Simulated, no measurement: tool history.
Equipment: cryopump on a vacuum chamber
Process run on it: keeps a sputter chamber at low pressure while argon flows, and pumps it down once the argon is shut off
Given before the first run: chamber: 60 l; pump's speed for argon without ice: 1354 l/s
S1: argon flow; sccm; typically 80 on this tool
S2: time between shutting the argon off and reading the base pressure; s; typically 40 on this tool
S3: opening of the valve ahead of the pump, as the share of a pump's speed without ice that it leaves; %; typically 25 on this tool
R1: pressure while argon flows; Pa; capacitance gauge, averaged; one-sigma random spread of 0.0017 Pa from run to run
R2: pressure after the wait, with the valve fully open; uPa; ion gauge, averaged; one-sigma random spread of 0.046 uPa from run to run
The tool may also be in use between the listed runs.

run,hour,S1,S2,S3,R1,R2
1,0.0,80,40,25,0.4395,3.10
# hour 45.8: pump warmed up, emptied and cooled again
2,97.7,80,40,25,0.4037,2.88
3,170.4,80,80,25,0.4092,1.71
4,277.0,64,40,25,0.3276,2.97
5,332.3,64,40,25,0.3294,3.02
6,385.0,64,40,25,0.3317,3.07
7,467.9,80,40,25,0.4153,3.10
8,554.9,80,40,25,0.4182,3.19
9,648.2,80,40,25,0.4244,3.31
10,724.1,34,37,28,0.1631,3.51
11,797.6,34,37,28,0.1644,3.52
12,854.4,43,38,44,0.1406,3.49
# hour 924.9: pump warmed up, emptied and cooled again
13,964.5,80,54,16,0.6305,2.53
14,1017.5,80,54,16,0.6322,2.52
15,1094.8,61,261,16,0.4846,1.09
16,1177.5,155,140,31,0.6476,1.46
17,1296.8,75,77,42,0.2399,2.16
18,1365.5,40,55,17,0.3034,2.74

A few steps of R1 between consecutive runs. Split each: what settings, incoming material and random variation would produce without the hidden state, and what is left over for the hidden state, along with gauge scatter present in only one of the two compared results (measured, and without hidden state):
The hidden state here: pump's speed, % of a pump's without ice; cold plate's temperature, K; leak into the chamber, uPa l/s; drift of the gauge itself on working_pa, %; drift of the gauge itself on base_upa, %.
Run 1 -> 2: pump warmed up, emptied and cooled again. R1 -0.0358 Pa: hidden state -0.0370, all else +0.0012.
Run 12 -> 13: S1 43 -> 80, S2 38 -> 54, S3 44 -> 16, pump warmed up, emptied and cooled again. R1 +0.4899 Pa: hidden state -0.0149, all else +0.5048.
